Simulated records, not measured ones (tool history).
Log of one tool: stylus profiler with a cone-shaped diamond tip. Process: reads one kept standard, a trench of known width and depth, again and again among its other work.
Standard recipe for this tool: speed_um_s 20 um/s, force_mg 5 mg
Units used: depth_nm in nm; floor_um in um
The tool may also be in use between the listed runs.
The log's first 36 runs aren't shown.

| run | hour | speed_um_s | force_mg | scans with this tip | hours of work since the height scale was calibrated | depth_nm | floor_um |
|---|---|---|---|---|---|---|---|
| 37 | 638.2 | 26 | 1.72 | 2217 | 155 | 100.49 | 27.5 |
| 38 | 662.7 | 26 | 1.72 | 2366 | 166 | 100.43 | 27.5 |
| 39 | 676.1 | 12 | 1.91 | 2447 | 171 | 100.47 | 27.51 |
| 40 | 687.9 | 9 | 9.04 | 2519 | 176 | 101.51 | 27.54 |
| 41 | 709 | 9 | 9.04 | 2647 | 185 | 101.41 | 27.49 |
| 42 | 722.7 | 9 | 2.04 | 2731 | 191 | 100.47 | 27.52 |
| 43 | 747.9 | 20 | 11.62 | 2884 | 202 | 101.77 | 27.46 |
| 44 | 767.2 | 11 | 4.89 | 3001 | 210 | 100.91 | 27.47 |

Here are 3 independent what-if runs from the current tool condition. What would each one return?
| A | 784.4 | 12 | 2.06 | 3106 | 218 | ? | ? |
| B | 784.4 | 10 | 5 | 3106 | 218 | ? | ? |
| C | 784.4 | 5 | 5.47 | 3106 | 218 | ? | ? |

| run | depth_nm | floor_um |
|---|---|---|
| A | 100.45 | 27.47 |
| B | 100.94 | 27.43 |
| C | 101.01 | 27.46 |
Take away the tool's hidden state, keep each run's random variation, and the runs would have read:
| run | depth_nm | floor_um |
|---|---|---|
| A | 100.55 | 28.01 |
| B | 101.04 | 27.96 |
| C | 101.1 | 28 |

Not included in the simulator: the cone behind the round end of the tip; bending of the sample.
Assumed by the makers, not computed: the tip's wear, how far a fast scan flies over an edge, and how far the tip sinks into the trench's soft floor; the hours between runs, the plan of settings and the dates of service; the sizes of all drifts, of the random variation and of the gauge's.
